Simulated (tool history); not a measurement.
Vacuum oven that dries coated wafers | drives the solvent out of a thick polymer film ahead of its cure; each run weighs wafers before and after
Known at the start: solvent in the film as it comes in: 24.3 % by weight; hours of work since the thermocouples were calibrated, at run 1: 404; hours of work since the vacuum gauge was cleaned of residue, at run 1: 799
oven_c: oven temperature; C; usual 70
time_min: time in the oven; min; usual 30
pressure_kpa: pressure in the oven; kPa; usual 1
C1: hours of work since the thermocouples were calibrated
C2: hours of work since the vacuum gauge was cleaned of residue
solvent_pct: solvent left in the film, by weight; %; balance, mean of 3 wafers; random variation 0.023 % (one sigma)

Run 1, hour 0: usual settings; C1 404; C2 799. Result: solvent_pct 2.29 %.
Run 2, hour 68.7: usual settings; C1 437; C2 832. Result: solvent_pct 2.24 %.
Run 3, hour 127.9: usual settings but oven_c 66 C; C1 465; C2 860. Result: solvent_pct 3.23 %.
Run 4, hour 188.9: usual settings but oven_c 66 C, pressure_kpa 2.27 kPa; C1 494; C2 889. Result: solvent_pct 4.29 %.
Run 5, hour 226.3: usual settings but oven_c 66 C, pressure_kpa 2.27 kPa; C1 512; C2 907. Result: solvent_pct 4.3 %.
Run 6, hour 257.7: usual settings; C1 526; C2 922. Result: solvent_pct 2.23 %.
Run 7, hour 334.4: usual settings; C1 563; C2 958. Result: solvent_pct 2.25 %.
Run 8, hour 374: usual settings; C1 582; C2 977. Result: solvent_pct 2.22 %.
Run 9, hour 410.9: usual settings; C1 599; C2 994. Result: solvent_pct 2.28 %.
Run 10, hour 454.9: usual settings; C1 620; C2 1015. Result: solvent_pct 2.29 %.
Run 11, hour 503.2: usual settings but oven_c 71 C; C1 643; C2 1038. Result: solvent_pct 2.04 %.
Run 12, hour 580.2: usual settings but oven_c 71 C; C1 680; C2 1075. Result: solvent_pct 2.01 %.
Run 13, hour 622.2: usual settings but oven_c 67 C; C1 700; C2 1095. Result: solvent_pct 2.95 %.
Run 14, hour 687.3: usual settings but oven_c 67 C, time_min 40 min; C1 730; C2 1126. Result: solvent_pct 1.91 %.
Run 15, hour 764.2: usual settings but oven_c 69 C, pressure_kpa 0.75 kPa; C1 767; C2 1162. Result: solvent_pct 2.27 %.
Run 16, hour 835.2: usual settings but oven_c 60 C, time_min 33 min, pressure_kpa 0.75 kPa; C1 801; C2 1196. Result: solvent_pct 4.34 %.
Run 17, hour 891.6: usual settings but oven_c 74 C, time_min 26 min, pressure_kpa 3.12 kPa; C1 827; C2 1222. Result: solvent_pct 3.16 %.
Run 18, hour 931.8: usual settings but oven_c 80 C, time_min 22 min, pressure_kpa 0.82 kPa; C1 847; C2 1242. Result: solvent_pct 1.3 %.
Run 19, hour 963.8: usual settings but oven_c 80 C, time_min 22 min, pressure_kpa 0.82 kPa; C1 862; C2 1257. Result: solvent_pct 1.31 %.
Run 20, hour 997.7: usual settings but oven_c 72 C, time_min 16 min, pressure_kpa 2.14 kPa; C1 878; C2 1273. Result: solvent_pct 5.37 %.
Run 21, hour 1065.3: usual settings but oven_c 72 C, time_min 16 min, pressure_kpa 2.14 kPa; C1 910; C2 1305. Result: solvent_pct 5.34 %.
Run 22, hour 1139.5: usual settings but time_min 48 min; C1 945; C2 1340. Result: solvent_pct 1.19 %.
Run 23, hour 1184.3: usual settings but oven_c 80 C, time_min 39 min; C1 966; C2 1362. Result: solvent_pct 0.68 %.
Run 24, hour 1236.8: usual settings but time_min 32 min, pressure_kpa 1.29 kPa; C1 991; C2 1386. Result: solvent_pct 2.2 %.
Run 25, hour 1301.6: usual settings but time_min 24 min, pressure_kpa 3.7 kPa; C1 1022; C2 1417. Result: solvent_pct 4.89 %.
Run 26, hour 1349.7: usual settings but oven_c 81 C, pressure_kpa 1.19 kPa; C1 1045; C2 1440. Result: solvent_pct 0.88 %.
Run 27, hour 1423.3: usual settings but oven_c 59 C, time_min 20 min; C1 1080; C2 1475. Result: solvent_pct 8.05 %.

Forecast each of these 3 alternatives for the next run:
Run A, hour 1475.5: usual settings but oven_c 56 C; C1 1105; C2 1500. Result: solvent_pct ?.
Run B, hour 1475.5: usual settings but time_min 49 min; C1 1105; C2 1500. Result: solvent_pct ?.
Run C, hour 1475.5: usual settings but oven_c 80 C, time_min 23 min, pressure_kpa 3.61 kPa; C1 1105; C2 1500. Result: solvent_pct ?.

run  solvent_pct
  A         6.53
  B         1.14
  C         2.51
Without the tool's hidden state the same runs would have given:
run  solvent_pct
  A         6.87
  B         1.06
  C         2.65

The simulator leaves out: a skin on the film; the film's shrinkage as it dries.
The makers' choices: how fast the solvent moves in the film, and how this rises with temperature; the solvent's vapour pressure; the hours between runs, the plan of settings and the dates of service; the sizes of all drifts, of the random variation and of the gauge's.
